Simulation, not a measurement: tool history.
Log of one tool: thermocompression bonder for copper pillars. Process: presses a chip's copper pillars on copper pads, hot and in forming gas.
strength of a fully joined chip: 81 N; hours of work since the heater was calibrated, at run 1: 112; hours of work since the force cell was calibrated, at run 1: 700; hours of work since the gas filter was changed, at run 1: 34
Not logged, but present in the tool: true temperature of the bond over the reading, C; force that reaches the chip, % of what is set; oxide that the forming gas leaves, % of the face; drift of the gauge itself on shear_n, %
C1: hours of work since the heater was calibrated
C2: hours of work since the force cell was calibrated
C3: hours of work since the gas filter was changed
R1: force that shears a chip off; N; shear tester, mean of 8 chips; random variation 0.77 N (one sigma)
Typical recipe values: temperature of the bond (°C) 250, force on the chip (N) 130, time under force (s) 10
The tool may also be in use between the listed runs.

Run 1, day 0: usual settings; C1 112; C2 700; C3 34. Result: R1 55.9 N.
Run 2, day 0.171: usual settings; C1 115; C2 703; C3 37. Result: R1 54.1 N.
Run 3, day 0.546: usual settings but time under force (s) 9; C1 121; C2 708; C3 43. Result: R1 53.3 N.
Run 4, day 0.717: usual settings but time under force (s) 9; C1 124; C2 711; C3 45. Result: R1 53.5 N.
Run 5, day 0.9: usual settings; C1 126; C2 714; C3 48. Result: R1 55 N.
Run 6, day 1.075: usual settings; C1 129; C2 717; C3 51. Result: R1 55.3 N.
Run 7, day 1.312: usual settings; C1 133; C2 720; C3 54. Result: R1 54.2 N.
Run 8, day 1.517: usual settings; C1 136; C2 724; C3 58. Result: R1 54.2 N.
Run 9, day 1.733: usual settings; C1 139; C2 727; C3 61. Result: R1 54.3 N.
Run 10, day 1.992: usual settings but temperature of the bond (°C) 228; C1 143; C2 731; C3 65. Result: R1 42.9 N.
Run 11, day 2.35: usual settings but temperature of the bond (°C) 228; C1 149; C2 737; C3 71. Result: R1 43.7 N.
Run 12, day 2.692: usual settings but temperature of the bond (°C) 228; C1 154; C2 742; C3 76. Result: R1 44.7 N.
Run 13, day 2.967: usual settings but temperature of the bond (°C) 228; C1 159; C2 746; C3 80. Result: R1 44.2 N.
Run 14, day 3.208: usual settings but temperature of the bond (°C) 228; C1 162; C2 750; C3 84. Result: R1 43.3 N.
Run 15, day 3.467: usual settings but temperature of the bond (°C) 228; C1 166; C2 754; C3 88. Result: R1 43.6 N.
Run 16, day 3.712: usual settings but temperature of the bond (°C) 228; C1 170; C2 758; C3 92. Result: R1 43.7 N.
Run 17, day 4.054: usual settings but force on the chip (N) 141; C1 176; C2 763; C3 97. Result: R1 57.5 N.
Run 18, day 4.321: usual settings; C1 180; C2 767; C3 101. Result: R1 53 N.
At day 4.458: force cell calibrated.
Run 19, day 4.65: usual settings; C1 184; C2 3; C3 105. Result: R1 51.6 N.

Run 20 is up next; what results do you expect?
Run 20, day 4.983: usual settings but force on the chip (N) 85; C1 189; C2 8; C3 111. Result: R1 ?.

{"run 20": {"R1": 37.2}}
Without the tool's hidden state the same run would have given R1 42.9 N.
